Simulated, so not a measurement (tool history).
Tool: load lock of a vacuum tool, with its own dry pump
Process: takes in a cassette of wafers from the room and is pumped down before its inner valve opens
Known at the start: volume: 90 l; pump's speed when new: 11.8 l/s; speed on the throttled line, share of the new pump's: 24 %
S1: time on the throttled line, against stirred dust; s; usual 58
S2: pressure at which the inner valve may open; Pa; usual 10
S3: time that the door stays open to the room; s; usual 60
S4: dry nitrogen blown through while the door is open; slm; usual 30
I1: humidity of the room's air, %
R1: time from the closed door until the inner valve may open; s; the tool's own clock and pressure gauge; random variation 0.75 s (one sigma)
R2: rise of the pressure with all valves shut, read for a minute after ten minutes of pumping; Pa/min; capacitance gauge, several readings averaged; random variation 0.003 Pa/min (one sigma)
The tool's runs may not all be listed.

run 1 hour=0.0 | S1=58 S2=10 S3=60 S4=30 | I1=44.4 | R1=116.2 R2=0.023
run 2 hour=666.0 | S1=58 S2=10 S3=60 S4=30 | I1=44.4 | R1=113.0 R2=0.023
run 3 hour=1196.4 | S1=58 S2=10 S3=60 S4=30 | I1=46.7 | R1=114.3 R2=0.030
run 4 hour=1912.9 | S1=58 S2=10 S3=60 S4=30 | I1=49.3 | R1=114.5 R2=0.021
run 5 hour=2582.8 | S1=58 S2=10 S3=149 S4=30 | I1=42.5 | R1=113.9 R2=0.021
run 6 hour=3179.3 | S1=58 S2=10 S3=60 S4=30 | I1=42.4 | R1=116.1 R2=0.023
run 7 hour=3528.8 | S1=58 S2=10 S3=60 S4=30 | I1=42.4 | R1=115.7 R2=0.018
run 8 hour=4227.4 | S1=58 S2=10 S3=60 S4=30 | I1=48.6 | R1=114.4 R2=0.021
run 9 hour=4670.3 | S1=58 S2=10 S3=60 S4=30 | I1=42.6 | R1=115.4 R2=0.017
run 10 hour=5370.8 | S1=58 S2=10 S3=60 S4=30 | I1=44.9 | R1=114.8 R2=0.020
run 11 hour=5980.2 | S1=42 S2=10 S3=60 S4=30 | I1=45.7 | R1=102.2 R2=0.026
run 12 hour=6613.6 | S1=42 S2=10 S3=60 S4=30 | I1=44.4 | R1=102.6 R2=0.023
run 13 hour=7171.0 | S1=42 S2=10 S3=60 S4=30 | I1=45.1 | R1=103.6 R2=0.019
run 14 hour=7809.3 | S1=42 S2=10 S3=60 S4=30 | I1=46.6 | R1=102.8 R2=0.021
run 15 hour=8114.6 | S1=58 S2=10 S3=52 S4=30 | I1=43.8 | R1=115.1 R2=0.015
run 16 hour=8486.3 | S1=33 S2=10 S3=60 S4=30 | I1=45.3 | R1=96.2 R2=0.023
run 17 hour=8995.6 | S1=33 S2=10 S3=60 S4=30 | I1=44.2 | R1=96.4 R2=0.023
run 18 hour=9713.5 | S1=33 S2=10 S3=60 S4=30 | I1=47.4 | R1=96.2 R2=0.022
run 19 hour=10433.7 | S1=33 S2=10 S3=60 S4=30 | I1=45.2 | R1=94.7 R2=0.025
run 20 hour=10936.9 | S1=50 S2=18 S3=60 S4=14 | I1=46.0 | R1=103.6 R2=0.030
run 21 hour=11630.0 | S1=58 S2=10 S3=144 S4=6 | I1=44.2 | R1=114.4 R2=0.043
run 22 hour=12305.9 | S1=80 S2=7 S3=72 S4=33 | I1=45.6 | R1=133.6 R2=0.018
run 23 hour=12833.1 | S1=80 S2=7 S3=72 S4=33 | I1=48.4 | R1=135.9 R2=0.023
run 24 hour=13167.8 | S1=80 S2=7 S3=72 S4=33 | I1=47.0 | R1=134.4 R2=0.019
run 25 hour=13757.6 | S1=80 S2=7 S3=72 S4=33 | I1=42.9 | R1=135.0 R2=0.024
run 26 hour=14347.2 | S1=80 S2=7 S3=72 S4=33 | I1=47.2 | R1=133.4 R2=0.023
run 27 hour=14675.3 | S1=80 S2=7 S3=72 S4=30 | I1=46.4 | R1=133.5 R2=0.020
run 28 hour=15340.5 | S1=58 S2=10 S3=189 S4=21 | I1=40.8 | R1=115.1 R2=0.035
run 29 hour=15956.7 | S1=58 S2=18 S3=111 S4=30 | I1=43.5 | R1=110.7 R2=0.023
run 30 hour=16444.7 | S1=58 S2=18 S3=111 S4=30 | I1=44.3 | R1=109.8 R2=0.024
run 31 hour=17053.8 | S1=58 S2=18 S3=111 S4=30 | I1=46.4 | R1=109.9 R2=0.026
run 32 hour=17566.7 | S1=58 S2=18 S3=111 S4=30 | I1=44.5 | R1=109.6 R2=0.022
run 33 hour=17900.1 | S1=48 S2=12 S3=111 S4=35 | I1=46.4 | R1=106.1 R2=0.023
run 34 hour=18366.7 | S1=76 S2=18 S3=111 S4=11 | I1=48.6 | R1=124.3 R2=0.040
run 35 hour=19081.2 | S1=76 S2=12 S3=52 S4=11 | I1=41.1 | R1=127.6 R2=0.027
run 36 hour=19420.2 | S1=76 S2=14 S3=52 S4=11 | I1=41.8 | R1=126.3 R2=0.027

Not shown: 2 entries that the log had between the listed runs. Between which runs, and how does the tool's hidden state differ before and after?
Between runs 17 and 18: door's seal changed, seat wiped (hour 9056.2)
  leak at the door's seal, Pa l/s: 0.0039 -> 0.002
Between runs 23 and 24: dry pump taken out, an overhauled one fitted (hour 13075.3)
  pump's speed, % of a new pump's: 99.9 -> 100
